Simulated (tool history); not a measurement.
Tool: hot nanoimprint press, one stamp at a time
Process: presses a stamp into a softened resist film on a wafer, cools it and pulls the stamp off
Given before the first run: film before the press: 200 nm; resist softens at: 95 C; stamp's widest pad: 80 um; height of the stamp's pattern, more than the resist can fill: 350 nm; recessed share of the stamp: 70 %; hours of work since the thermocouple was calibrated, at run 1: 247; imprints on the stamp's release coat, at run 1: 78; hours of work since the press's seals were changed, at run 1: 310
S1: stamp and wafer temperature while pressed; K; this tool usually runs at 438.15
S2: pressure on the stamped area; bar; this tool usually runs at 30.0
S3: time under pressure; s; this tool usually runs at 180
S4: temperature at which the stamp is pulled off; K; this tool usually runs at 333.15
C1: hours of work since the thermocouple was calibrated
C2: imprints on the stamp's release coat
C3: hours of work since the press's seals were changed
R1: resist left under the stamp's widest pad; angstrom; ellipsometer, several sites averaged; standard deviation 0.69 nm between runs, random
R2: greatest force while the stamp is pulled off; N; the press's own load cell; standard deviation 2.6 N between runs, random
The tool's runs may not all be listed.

Run 1, hour 0.0: usual settings; C1 247; C2 78; C3 310. Result: R1 809 angstrom, R2 192 N.
Run 2, hour 24.3: usual settings; C1 257; C2 117; C3 320. Result: R1 801 angstrom, R2 198 N.
Run 3, hour 63.9: usual settings; C1 274; C2 180; C3 337. Result: R1 785 angstrom, R2 193 N.
Run 4, hour 88.8: usual settings; C1 285; C2 219; C3 348. Result: R1 789 angstrom, R2 194 N.
Run 5, hour 110.0: usual settings; C1 294; C2 253; C3 357. Result: R1 807 angstrom, R2 199 N.
Run 6, hour 158.0: usual settings but S2 23.6 bar; C1 315; C2 329; C3 378. Result: R1 892 angstrom, R2 201 N.
Run 7, hour 182.0: usual settings but S2 23.6 bar; C1 325; C2 367; C3 388. Result: R1 893 angstrom, R2 193 N.
Run 8, hour 216.6: usual settings but S2 23.6 bar; C1 340; C2 422; C3 403. Result: R1 904 angstrom, R2 198 N.
Run 9, hour 257.2: usual settings but S2 23.6 bar; C1 357; C2 486; C3 421. Result: R1 899 angstrom, R2 201 N.
Run 10, hour 298.9: usual settings but S2 23.6 bar; C1 375; C2 552; C3 438. Result: R1 898 angstrom, R2 196 N.
Run 11, hour 341.6: usual settings but S2 23.6 bar; C1 394; C2 620; C3 457. Result: R1 904 angstrom, R2 202 N.
Run 12, hour 383.3: usual settings but S1 436.15 K, S2 37.1 bar, S3 114 s, S4 334.15 K; C1 412; C2 686; C3 475. Result: R1 950 angstrom, R2 194 N.
Run 13, hour 418.1: usual settings but S1 436.15 K, S2 37.1 bar, S3 114 s, S4 334.15 K; C1 426; C2 741; C3 490. Result: R1 956 angstrom, R2 199 N.
At hour 450.8: plate thermocouple calibrated.
At hour 461.5: stamp cleaned and given a new release coat.
Run 14, hour 464.3: usual settings but S1 446.15 K; C1 3; C2 4; C3 506. Result: R1 516 angstrom, R2 197 N.
Run 15, hour 512.8: usual settings but S1 448.15 K, S2 38.9 bar, S3 112 s, S4 327.15 K; C1 24; C2 81; C3 526. Result: R1 495 angstrom, R2 213 N.
Run 16, hour 552.4: usual settings but S1 448.15 K, S2 38.9 bar, S3 112 s, S4 327.15 K; C1 41; C2 144; C3 544. Result: R1 489 angstrom, R2 217 N.
Run 17, hour 600.3: usual settings but S1 430.15 K, S2 43.2 bar, S3 96 s, S4 327.15 K; C1 62; C2 219; C3 564. Result: R1 1272 angstrom, R2 215 N.
Run 18, hour 649.6: usual settings but S3 173 s; C1 83; C2 298; C3 585. Result: R1 807 angstrom, R2 196 N.
Run 19, hour 694.0: usual settings but S3 128 s; C1 102; C2 368; C3 604. Result: R1 897 angstrom, R2 195 N.
Run 20, hour 716.0: usual settings but S1 432.15 K, S2 21.1 bar, S4 322.15 K; C1 111; C2 403; C3 614. Result: R1 1262 angstrom, R2 229 N.
Run 21, hour 737.2: usual settings but S1 450.15 K, S2 21.5 bar; C1 120; C2 437; C3 623. Result: R1 500 angstrom, R2 201 N.
Run 22, hour 774.6: usual settings but S1 450.15 K, S2 18.9 bar, S3 249 s; C1 137; C2 496; C3 639. Result: R1 481 angstrom, R2 202 N.

4 ways to go on from here, each from the tool as it stands after run 22. What would each give?
Run A, hour 804.4: usual settings but S1 432.15 K, S3 262 s; C1 149; C2 543; C3 652. Result: R1 ?, R2 ?.
Run B, hour 804.4: usual settings but S1 442.15 K, S2 18.9 bar, S3 249 s; C1 149; C2 543; C3 652. Result: R1 ?, R2 ?.
Run C, hour 804.4: usual settings but S2 21.2 bar, S3 175 s, S4 327.15 K; C1 149; C2 543; C3 652. Result: R1 ?, R2 ?.
Run D, hour 804.4: usual settings but S2 37.9 bar, S3 136 s, S4 321.15 K; C1 149; C2 543; C3 652. Result: R1 ?, R2 ?.

run   R1   R2
  A  969  203
  B  714  195
  C  955  215
  D  781  238
Stripped of hidden state, with their random variation kept, the same runs would have yielded:
run   R1   R2
  A  968  203
  B  713  195
  C  954  214
  D  780  238
